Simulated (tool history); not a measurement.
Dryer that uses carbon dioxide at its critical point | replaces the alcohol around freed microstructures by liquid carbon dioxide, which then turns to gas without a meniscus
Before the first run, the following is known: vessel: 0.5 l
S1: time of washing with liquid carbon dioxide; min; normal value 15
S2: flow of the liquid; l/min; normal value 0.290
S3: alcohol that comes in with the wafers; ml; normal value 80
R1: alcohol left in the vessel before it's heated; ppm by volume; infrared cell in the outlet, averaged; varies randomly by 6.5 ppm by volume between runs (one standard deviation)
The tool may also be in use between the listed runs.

Run 1, day 0.000: usual settings. Result: R1 539 ppm by volume.
Run 2, day 0.325: usual settings but S2 0.307 l/min. Result: R1 420 ppm by volume.
Run 3, day 0.633: usual settings. Result: R1 571 ppm by volume.
Run 4, day 0.904: usual settings but S3 78 ml. Result: R1 567 ppm by volume.
Run 5, day 1.267: usual settings but S3 78 ml. Result: R1 605 ppm by volume.
Run 6, day 1.704: usual settings but S3 78 ml. Result: R1 611 ppm by volume.
Run 7, day 2.162: usual settings. Result: R1 657 ppm by volume.
Run 8, day 2.721: usual settings. Result: R1 711 ppm by volume.
Run 9, day 3.121: usual settings. Result: R1 707 ppm by volume.
At day 3.342: inlet filter changed.
Run 10, day 3.538: usual settings. Result: R1 350 ppm by volume.
Run 11, day 4.088: usual settings. Result: R1 377 ppm by volume.
Run 12, day 4.492: usual settings. Result: R1 364 ppm by volume.
Run 13, day 5.058: usual settings. Result: R1 414 ppm by volume.
Run 14, day 5.412: usual settings. Result: R1 421 ppm by volume.
Run 15, day 5.733: usual settings. Result: R1 434 ppm by volume.
Run 16, day 6.246: usual settings. Result: R1 453 ppm by volume.
Run 17, day 6.808: usual settings. Result: R1 485 ppm by volume.
Run 18, day 7.279: usual settings but S3 54 ml. Result: R1 361 ppm by volume.
Run 19, day 7.838: usual settings but S3 29 ml. Result: R1 238 ppm by volume.
Run 20, day 8.392: usual settings but S3 29 ml. Result: R1 257 ppm by volume.
Run 21, day 9.025: usual settings but S3 29 ml. Result: R1 285 ppm by volume.
Run 22, day 9.438: usual settings but S3 29 ml. Result: R1 268 ppm by volume.
Run 23, day 9.888: usual settings but S2 0.187 l/min. Result: R1 3983 ppm by volume.
Run 24, day 10.279: usual settings but S2 0.237 l/min. Result: R1 1582 ppm by volume.
Run 25, day 10.917: usual settings but S2 0.237 l/min. Result: R1 1646 ppm by volume.
Run 26, day 11.562: usual settings but S2 0.183 l/min, S3 115 ml. Result: R1 6819 ppm by volume.
Run 27, day 11.829: usual settings but S1 11 min, S3 24 ml. Result: R1 924 ppm by volume.
Run 28, day 12.367: usual settings but S1 11 min, S3 24 ml. Result: R1 983 ppm by volume.
Run 29, day 12.646: usual settings but S1 17 min. Result: R1 436 ppm by volume.
Run 30, day 13.058: usual settings but S2 0.387 l/min. Result: R1 241 ppm by volume.
Run 31, day 13.325: usual settings but S3 117 ml. Result: R1 1105 ppm by volume.
Run 32, day 13.771: usual settings but S3 117 ml. Result: R1 1212 ppm by volume.
At day 13.929: inlet filter changed.
Run 33, day 14.325: usual settings but S3 117 ml. Result: R1 572 ppm by volume.
Run 34, day 14.967: usual settings but S2 0.279 l/min, S3 117 ml. Result: R1 707 ppm by volume.
Run 35, day 15.404: usual settings but S1 10 min, S2 0.275 l/min, S3 91 ml. Result: R1 3686 ppm by volume.
Run 36, day 15.912: usual settings but S3 32 ml. Result: R1 278 ppm by volume.
Run 37, day 16.396: usual settings but S3 32 ml. Result: R1 294 ppm by volume.
Run 38, day 16.854: usual settings but S3 32 ml. Result: R1 310 ppm by volume.
Run 39, day 17.250: usual settings but S1 17 min, S2 0.304 l/min, S3 36 ml. Result: R1 227 ppm by volume.
Run 40, day 17.788: usual settings but S1 11 min, S2 0.322 l/min, S3 32 ml. Result: R1 632 ppm by volume.
Run 41, day 18.071: usual settings but S1 18 min, S2 0.221 l/min, S3 39 ml. Result: R1 510 ppm by volume.
Run 42, day 18.358: usual settings but S1 13 min, S2 0.272 l/min, S3 111 ml. Result: R1 1924 ppm by volume.
Run 43, day 18.842: usual settings but S1 17 min, S2 0.272 l/min, S3 22 ml. Result: R1 250 ppm by volume.
Run 44, day 19.483: usual settings but S1 17 min, S2 0.192 l/min, S3 43 ml. Result: R1 1268 ppm by volume.
Run 45, day 20.092: usual settings but S1 17 min, S2 0.192 l/min, S3 43 ml. Result: R1 1285 ppm by volume.
Run 46, day 20.550: usual settings but S1 17 min, S2 0.192 l/min, S3 43 ml. Result: R1 1304 ppm by volume.

A few steps of R1 between consecutive runs. Split each: what settings, incoming material and random variation would produce without the hidden state, and what is left over for the hidden state, along with gauge scatter present in only one of the two compared results (measured, and without hidden state):
Hidden state present: flow that reaches the vessel past the clogged filter, %; alcohol in the recycled carbon dioxide, ppm; drift of the gauge itself on alcohol_ppm, %.
Run 22 -> 23: S2 0.290 -> 0.187, S3 29 -> 80. R1 +3715 ppm by volume: hidden state +1188, all else +2527.
Run 25 -> 26: S2 0.237 -> 0.183, S3 80 -> 115. R1 +5173 ppm by volume: hidden state +1886, all else +3287.
Run 26 -> 27: S1 15 -> 11, S2 0.183 -> 0.290, S3 115 -> 24. R1 -5895 ppm by volume: hidden state -2196, all else -3699.
